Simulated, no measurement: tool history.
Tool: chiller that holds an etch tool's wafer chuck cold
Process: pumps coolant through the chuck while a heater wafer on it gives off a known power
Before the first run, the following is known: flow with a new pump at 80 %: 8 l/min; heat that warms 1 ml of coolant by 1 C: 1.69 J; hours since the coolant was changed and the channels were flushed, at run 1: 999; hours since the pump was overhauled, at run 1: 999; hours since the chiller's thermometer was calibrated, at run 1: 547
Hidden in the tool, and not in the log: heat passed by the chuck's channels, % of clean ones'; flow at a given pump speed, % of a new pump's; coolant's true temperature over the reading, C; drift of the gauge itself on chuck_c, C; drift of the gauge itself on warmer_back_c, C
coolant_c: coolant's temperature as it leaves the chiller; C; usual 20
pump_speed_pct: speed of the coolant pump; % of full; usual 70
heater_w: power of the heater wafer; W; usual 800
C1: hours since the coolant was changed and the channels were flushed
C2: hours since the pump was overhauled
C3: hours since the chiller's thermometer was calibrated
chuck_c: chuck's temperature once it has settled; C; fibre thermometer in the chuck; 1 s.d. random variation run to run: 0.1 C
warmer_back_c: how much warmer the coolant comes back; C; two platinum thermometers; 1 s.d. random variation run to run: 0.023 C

{"run": 1, "hour": 0.0, "coolant_c": 20, "pump_speed_pct": 70, "heater_w": 800, "C1": 999, "C2": 999, "C3": 547, "chuck_c": 28.5, "warmer_back_c": 4.17}
{"run": 2, "hour": 35.9, "coolant_c": 20, "pump_speed_pct": 70, "heater_w": 800, "C1": 1035, "C2": 1035, "C3": 583, "chuck_c": 28.7, "warmer_back_c": 4.21}
{"run": 3, "hour": 69.9, "coolant_c": 20, "pump_speed_pct": 70, "heater_w": 800, "C1": 1069, "C2": 1069, "C3": 617, "chuck_c": 28.8, "warmer_back_c": 4.18}
{"run": 4, "hour": 97.2, "coolant_c": 20, "pump_speed_pct": 70, "heater_w": 800, "C1": 1096, "C2": 1096, "C3": 644, "chuck_c": 28.9, "warmer_back_c": 4.19}
{"run": 5, "hour": 134.3, "coolant_c": 12, "pump_speed_pct": 70, "heater_w": 800, "C1": 1133, "C2": 1133, "C3": 682, "chuck_c": 20.9, "warmer_back_c": 4.24}
{"run": 6, "hour": 154.6, "coolant_c": 12, "pump_speed_pct": 70, "heater_w": 800, "C1": 1153, "C2": 1153, "C3": 702, "chuck_c": 20.8, "warmer_back_c": 4.17}
{"run": 7, "hour": 175.9, "coolant_c": 12, "pump_speed_pct": 70, "heater_w": 800, "C1": 1175, "C2": 1175, "C3": 723, "chuck_c": 21.0, "warmer_back_c": 4.19}
{"run": 8, "hour": 211.6, "coolant_c": 12, "pump_speed_pct": 70, "heater_w": 800, "C1": 1210, "C2": 1210, "C3": 759, "chuck_c": 21.1, "warmer_back_c": 4.17}
{"run": 9, "hour": 244.1, "coolant_c": 20, "pump_speed_pct": 70, "heater_w": 800, "C1": 1243, "C2": 1243, "C3": 791, "chuck_c": 29.0, "warmer_back_c": 4.22}
{"run": 10, "hour": 276.6, "coolant_c": 20, "pump_speed_pct": 70, "heater_w": 800, "C1": 1275, "C2": 1275, "C3": 824, "chuck_c": 28.9, "warmer_back_c": 4.22}
{"run": 11, "hour": 316.0, "coolant_c": 20, "pump_speed_pct": 70, "heater_w": 800, "C1": 1315, "C2": 1315, "C3": 863, "chuck_c": 28.9, "warmer_back_c": 4.2}
{"run": 12, "hour": 337.3, "coolant_c": 20, "pump_speed_pct": 70, "heater_w": 800, "C1": 1336, "C2": 1336, "C3": 884, "chuck_c": 29.0, "warmer_back_c": 4.17}
{"run": 13, "hour": 375.6, "coolant_c": 20, "pump_speed_pct": 70, "heater_w": 800, "C1": 1374, "C2": 1374, "C3": 923, "chuck_c": 28.8, "warmer_back_c": 4.21}
{"run": 14, "hour": 412.0, "coolant_c": 20, "pump_speed_pct": 70, "heater_w": 800, "C1": 1411, "C2": 1411, "C3": 959, "chuck_c": 29.0, "warmer_back_c": 4.2}
{"run": 15, "hour": 443.6, "coolant_c": 20, "pump_speed_pct": 70, "heater_w": 800, "C1": 1442, "C2": 1442, "C3": 991, "chuck_c": 29.0, "warmer_back_c": 4.23}
{"run": 16, "hour": 472.4, "coolant_c": 20, "pump_speed_pct": 77, "heater_w": 800, "C1": 1471, "C2": 1471, "C3": 1020, "chuck_c": 28.4, "warmer_back_c": 3.8}

Run 17 comes next. What will it give?
{"run": 17, "hour": 507.1, "coolant_c": 20, "pump_speed_pct": 70, "heater_w": 800, "C1": 1506, "C2": 1506, "C3": 1054, "chuck_c": "?", "warmer_back_c": "?"}

chuck_c: 28.9 C
warmer_back_c: 4.24 C
On a tool with no hidden condition, and with the same random variation, this run would have come out at chuck_c 28.1 C, warmer_back_c 4.11 C.
